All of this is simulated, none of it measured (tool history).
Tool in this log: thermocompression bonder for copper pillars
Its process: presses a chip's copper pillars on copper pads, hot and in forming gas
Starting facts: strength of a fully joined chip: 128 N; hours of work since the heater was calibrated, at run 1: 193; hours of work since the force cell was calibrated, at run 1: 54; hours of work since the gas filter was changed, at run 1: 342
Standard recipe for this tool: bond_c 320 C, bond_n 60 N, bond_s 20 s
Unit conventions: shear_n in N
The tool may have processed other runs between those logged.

run	day	bond_c	bond_n	bond_s	hours of work since the heater was calibrated	hours of work since the force cell was calibrated	hours of work since the gas filter was changed	shear_n
1	0	320	60	20	193	54	342	44
2	0.408	320	47	20	199	60	348	33.9
# day 0.646: forming gas filter changed
3	0.733	299	60	20	204	65	1	36.4
4	1.175	322	60	20	211	72	8	50.6
5	1.479	322	60	20	216	77	13	49.8
6	1.742	320	43	20	220	81	17	35.8
7	1.929	320	43	20	223	84	20	35.2
8	2.229	320	43	20	227	89	25	34.9
9	2.475	320	43	20	231	93	29	34.9
10	2.779	320	60	20	236	97	34	48.2
11	3.246	320	60	20	243	105	41	48.3
12	3.654	320	60	20	250	111	47	48.9
13	3.954	320	60	20	255	116	52	47.7
14	4.179	320	60	20	258	119	56	47.2
15	4.612	320	60	43	265	126	63	62.9
16	4.846	320	60	43	269	130	66	62.5
17	5.125	320	60	43	273	134	71	62.4
18	5.35	320	60	43	277	138	74	64.2
19	5.746	345	60	20	283	144	80	65
# day 5.842: force cell calibrated
20	6.046	345	60	20	287	3	84	63.4
21	6.488	320	60	20	294	10	91	47.2
22	6.858	320	44	45	299	16	97	47.9
23	7.312	320	61	22	307	23	104	49.9
24	7.612	320	55	10	311	28	109	33.3
25	7.95	312	42	14	317	33	114	25.2
26	8.25	312	42	14	321	38	119	25.1
# day 8.471: force cell calibrated, once more
27	8.558	311	44	16	325	1	123	28.5
28	8.996	311	44	16	332	8	130	27.9
29	9.45	311	50	13	339	15	137	29.7
30	9.838	311	50	13	345	22	143	29.2
31	10.129	315	72	12	350	26	148	42
32	10.421	315	72	12	355	31	152	42.1
33	10.817	315	72	41	361	37	158	66.4
34	11.038	315	72	41	364	40	162	67.2
35	11.271	330	39	16	368	44	166	32
36	11.696	315	38	28	375	51	172	32.2
37	11.896	315	38	28	378	54	175	32.1
38	12.083	325	69	11	381	57	178	44.4
39	12.3	325	69	11	384	60	182	45.4
40	12.592	297	44	36	389	65	186	31.9
41	12.912	309	60	20	394	70	191	40

Predict each of these 3 candidate next runs independently; none follows another, all start after run 41:
A	13.125	312	76	20	397	73	195	?
B	13.125	342	60	20	397	73	195	?
C	13.125	348	60	38	397	73	195	?

run	shear_n
A	51.9
B	59.5
C	76.8
Without the tool's unlogged condition, the same runs would have read:
run	shear_n
A	53.5
B	61.7
C	80.1

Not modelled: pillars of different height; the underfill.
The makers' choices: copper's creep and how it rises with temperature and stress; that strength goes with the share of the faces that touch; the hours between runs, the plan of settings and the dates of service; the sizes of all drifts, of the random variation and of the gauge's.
